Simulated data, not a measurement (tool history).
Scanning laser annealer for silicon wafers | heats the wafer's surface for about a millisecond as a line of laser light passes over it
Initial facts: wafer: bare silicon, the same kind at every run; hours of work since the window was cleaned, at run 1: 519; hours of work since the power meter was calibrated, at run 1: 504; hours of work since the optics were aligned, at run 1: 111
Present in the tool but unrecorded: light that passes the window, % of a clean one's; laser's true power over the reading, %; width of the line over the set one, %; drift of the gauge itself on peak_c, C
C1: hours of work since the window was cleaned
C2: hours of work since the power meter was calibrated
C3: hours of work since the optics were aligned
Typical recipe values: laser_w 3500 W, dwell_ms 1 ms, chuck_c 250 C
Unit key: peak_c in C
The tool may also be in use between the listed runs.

{"run": 1, "hour": 0.0, "laser_w": 3500, "dwell_ms": 1, "chuck_c": 250, "C1": 519, "C2": 504, "C3": 111, "peak_c": 944}
{"run": 2, "hour": 22.6, "laser_w": 3500, "dwell_ms": 1, "chuck_c": 250, "C1": 533, "C2": 518, "C3": 124, "peak_c": 941}
{"run": 3, "hour": 48.6, "laser_w": 3500, "dwell_ms": 1, "chuck_c": 216, "C1": 548, "C2": 534, "C3": 140, "peak_c": 904}
{"run": 4, "hour": 70.8, "laser_w": 3500, "dwell_ms": 0.74, "chuck_c": 250, "C1": 562, "C2": 547, "C3": 153, "peak_c": 830}
{"run": 5, "hour": 96.7, "laser_w": 3500, "dwell_ms": 0.74, "chuck_c": 250, "C1": 577, "C2": 562, "C3": 169, "peak_c": 829}
{"run": 6, "hour": 121.1, "laser_w": 3500, "dwell_ms": 0.74, "chuck_c": 250, "C1": 592, "C2": 577, "C3": 183, "peak_c": 827}
{"run": 7, "hour": 142.7, "laser_w": 3500, "dwell_ms": 0.74, "chuck_c": 250, "C1": 605, "C2": 590, "C3": 196, "peak_c": 828}
{"run": 8, "hour": 153.7, "laser_w": 3500, "dwell_ms": 0.74, "chuck_c": 250, "C1": 612, "C2": 597, "C3": 203, "peak_c": 829}
{"run": 9, "hour": 167.1, "laser_w": 3500, "dwell_ms": 1, "chuck_c": 250, "C1": 620, "C2": 605, "C3": 211, "peak_c": 935}
{"run": 10, "hour": 192.3, "laser_w": 3500, "dwell_ms": 1, "chuck_c": 250, "C1": 635, "C2": 620, "C3": 226, "peak_c": 939}
{"run": 11, "hour": 217.8, "laser_w": 3500, "dwell_ms": 1, "chuck_c": 250, "C1": 650, "C2": 635, "C3": 242, "peak_c": 936}
{"run": 12, "hour": 243.5, "laser_w": 3500, "dwell_ms": 1, "chuck_c": 250, "C1": 666, "C2": 651, "C3": 257, "peak_c": 938}
{"run": 13, "hour": 268.8, "laser_w": 3500, "dwell_ms": 1, "chuck_c": 250, "C1": 681, "C2": 666, "C3": 272, "peak_c": 936}
{"hour": 275.9, "done": "optics aligned, line set to its width"}
{"run": 14, "hour": 291.1, "laser_w": 3500, "dwell_ms": 1, "chuck_c": 250, "C1": 691, "C2": 676, "C3": 9, "peak_c": 936}
{"run": 15, "hour": 315.5, "laser_w": 3500, "dwell_ms": 0.87, "chuck_c": 250, "C1": 706, "C2": 691, "C3": 24, "peak_c": 881}
{"run": 16, "hour": 337.3, "laser_w": 3500, "dwell_ms": 0.87, "chuck_c": 250, "C1": 719, "C2": 704, "C3": 37, "peak_c": 878}
{"run": 17, "hour": 350.1, "laser_w": 3847, "dwell_ms": 1, "chuck_c": 250, "C1": 727, "C2": 712, "C3": 45, "peak_c": 1005}
{"run": 18, "hour": 364.5, "laser_w": 3500, "dwell_ms": 0.99, "chuck_c": 250, "C1": 735, "C2": 720, "C3": 53, "peak_c": 926}
{"run": 19, "hour": 387.6, "laser_w": 3609, "dwell_ms": 1, "chuck_c": 250, "C1": 749, "C2": 734, "C3": 67, "peak_c": 954}
{"run": 20, "hour": 403.8, "laser_w": 3202, "dwell_ms": 1, "chuck_c": 250, "C1": 759, "C2": 744, "C3": 77, "peak_c": 870}
{"run": 21, "hour": 420.1, "laser_w": 3202, "dwell_ms": 1, "chuck_c": 250, "C1": 769, "C2": 754, "C3": 87, "peak_c": 869}
{"hour": 436.3, "done": "optics aligned, line set to its width, once more"}
{"run": 22, "hour": 442.4, "laser_w": 3195, "dwell_ms": 0.8, "chuck_c": 289, "C1": 779, "C2": 764, "C3": 4, "peak_c": 837}
{"run": 23, "hour": 464.6, "laser_w": 3500, "dwell_ms": 0.88, "chuck_c": 288, "C1": 792, "C2": 777, "C3": 17, "peak_c": 921}
{"run": 24, "hour": 480.7, "laser_w": 3087, "dwell_ms": 0.88, "chuck_c": 288, "C1": 802, "C2": 787, "C3": 27, "peak_c": 843}
{"run": 25, "hour": 495.9, "laser_w": 3087, "dwell_ms": 0.88, "chuck_c": 288, "C1": 811, "C2": 796, "C3": 36, "peak_c": 845}
{"run": 26, "hour": 509.7, "laser_w": 3566, "dwell_ms": 1, "chuck_c": 287, "C1": 819, "C2": 804, "C3": 44, "peak_c": 986}
{"run": 27, "hour": 532.6, "laser_w": 3149, "dwell_ms": 0.97, "chuck_c": 272, "C1": 833, "C2": 818, "C3": 58, "peak_c": 874}
{"run": 28, "hour": 557.0, "laser_w": 3500, "dwell_ms": 1.02, "chuck_c": 241, "C1": 848, "C2": 833, "C3": 73, "peak_c": 936}
{"run": 29, "hour": 573.2, "laser_w": 3506, "dwell_ms": 0.81, "chuck_c": 241, "C1": 857, "C2": 843, "C3": 82, "peak_c": 847}
{"run": 30, "hour": 590.5, "laser_w": 3024, "dwell_ms": 1.15, "chuck_c": 241, "C1": 868, "C2": 853, "C3": 93, "peak_c": 875}
{"run": 31, "hour": 608.6, "laser_w": 3805, "dwell_ms": 1.02, "chuck_c": 241, "C1": 879, "C2": 864, "C3": 103, "peak_c": 995}
{"run": 32, "hour": 624.3, "laser_w": 3805, "dwell_ms": 1.02, "chuck_c": 241, "C1": 888, "C2": 873, "C3": 113, "peak_c": 996}
{"run": 33, "hour": 640.6, "laser_w": 3805, "dwell_ms": 1.19, "chuck_c": 241, "C1": 898, "C2": 883, "C3": 123, "peak_c": 1066}
{"run": 34, "hour": 658.7, "laser_w": 3035, "dwell_ms": 1.1, "chuck_c": 250, "C1": 909, "C2": 894, "C3": 134, "peak_c": 867}
{"run": 35, "hour": 682.1, "laser_w": 3035, "dwell_ms": 1.19, "chuck_c": 250, "C1": 923, "C2": 908, "C3": 148, "peak_c": 901}
{"run": 36, "hour": 702.3, "laser_w": 3035, "dwell_ms": 1.19, "chuck_c": 250, "C1": 935, "C2": 920, "C3": 160, "peak_c": 898}
{"run": 37, "hour": 720.1, "laser_w": 3500, "dwell_ms": 0.79, "chuck_c": 279, "C1": 946, "C2": 931, "C3": 170, "peak_c": 869}
{"run": 38, "hour": 744.3, "laser_w": 3653, "dwell_ms": 1.17, "chuck_c": 223, "C1": 960, "C2": 945, "C3": 185, "peak_c": 1002}
{"hour": 753.2, "done": "window over the wafer cleaned"}
{"run": 39, "hour": 769.4, "laser_w": 3056, "dwell_ms": 1, "chuck_c": 228, "C1": 10, "C2": 959, "C3": 199, "peak_c": 833}
{"run": 40, "hour": 788.8, "laser_w": 3511, "dwell_ms": 1, "chuck_c": 228, "C1": 21, "C2": 971, "C3": 211, "peak_c": 932}

Here are 5 independent what-if runs from the current tool condition. What would each one return?
{"run": "A", "hour": 814.2, "laser_w": 3500, "dwell_ms": 1.16, "chuck_c": 256, "C1": 37, "C2": 986, "C3": 226, "peak_c": "?"}
{"run": "B", "hour": 814.2, "laser_w": 3500, "dwell_ms": 0.86, "chuck_c": 250, "C1": 37, "C2": 986, "C3": 226, "peak_c": "?"}
{"run": "C", "hour": 814.2, "laser_w": 3116, "dwell_ms": 0.93, "chuck_c": 250, "C1": 37, "C2": 986, "C3": 226, "peak_c": "?"}
{"run": "D", "hour": 814.2, "laser_w": 3507, "dwell_ms": 1, "chuck_c": 228, "C1": 37, "C2": 986, "C3": 226, "peak_c": "?"}
{"run": "E", "hour": 814.2, "laser_w": 3658, "dwell_ms": 1.23, "chuck_c": 228, "C1": 37, "C2": 986, "C3": 226, "peak_c": "?"}

run=A peak_c=1023
run=B peak_c=891
run=C peak_c=843
run=D peak_c=932
run=E peak_c=1062
What these runs would have given with no unlogged condition in the tool:
run=A peak_c=1031
run=B peak_c=898
run=C peak_c=849
run=D peak_c=940
run=E peak_c=1071

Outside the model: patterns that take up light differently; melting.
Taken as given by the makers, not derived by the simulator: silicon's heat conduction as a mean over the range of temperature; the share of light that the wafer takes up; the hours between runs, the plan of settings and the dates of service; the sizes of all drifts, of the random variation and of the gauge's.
